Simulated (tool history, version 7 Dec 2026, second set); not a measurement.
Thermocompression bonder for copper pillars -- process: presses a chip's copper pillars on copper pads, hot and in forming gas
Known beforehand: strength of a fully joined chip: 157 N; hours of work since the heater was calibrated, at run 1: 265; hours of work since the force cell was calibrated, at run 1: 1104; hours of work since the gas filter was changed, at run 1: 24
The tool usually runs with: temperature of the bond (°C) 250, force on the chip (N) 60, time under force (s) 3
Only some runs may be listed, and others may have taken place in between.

run   hour  temperature of the bond (°C)  force on the chip (N)  time under force (s)  hours of work since the heater was calibrated  hours of work since the force cell was calibrated  hours of work since the gas filter was changed  force that shears a chip off (N)
  1    0.0                           250                     60                     3                                            265                                               1104                                              24                             108.9
  2   37.6                           250                     60                     6                                            295                                               1134                                              54                             129.7
  3  105.7                           250                     60                     6                                            349                                               1188                                             108                             130.3
  4  162.1                           250                     60                     3                                            394                                               1232                                             152                             112.0
  5  219.5                           248                     60                     3                                            439                                               1278                                             198                             109.7
     241.1  -- force cell calibrated
  6  295.7                           239                     79                     2                                            498                                                 43                                             257                             107.2
  7  376.9                           255                     47                     5                                            562                                                107                                             321                             103.7
  8  425.1                           255                     39                     2                                            601                                                146                                             359                              65.7
  9  480.9                           269                     69                     2                                            645                                                190                                             403                             117.4
 10  532.1                           269                     69                     2                                            685                                                230                                             444                             119.2

Alternative continuations, all from the tool just after run 10; predict every row:
     581.0  -- forming gas filter changed
  A  593.4                           229                     60                     3                                            733                                                278                                              10                                 ?
     581.0  -- forming gas filter changed
  B  593.4                           226                     50                     7                                            733                                                278                                              10                                 ?
     581.0  -- forming gas filter changed
  C  593.4                           260                     47                     4                                            733                                                278                                              10                                 ?
     581.0  -- forming gas filter changed
  D  593.4                           232                     69                     5                                            733                                                278                                              10                                 ?
     581.0  -- forming gas filter changed
  E  593.4                           250                     88                     3                                            733                                                278                                              10                                 ?

run  force that shears a chip off (N)
  A                              93.8
  B                              99.8
  C                             107.5
  D                             122.6
  E                             138.0
The same runs, with their run-to-run variation unchanged, on a tool lacking any hidden condition would have given:
run  force that shears a chip off (N)
  A                              84.2
  B                              90.1
  C                              98.9
  D                             113.7
  E                             131.8
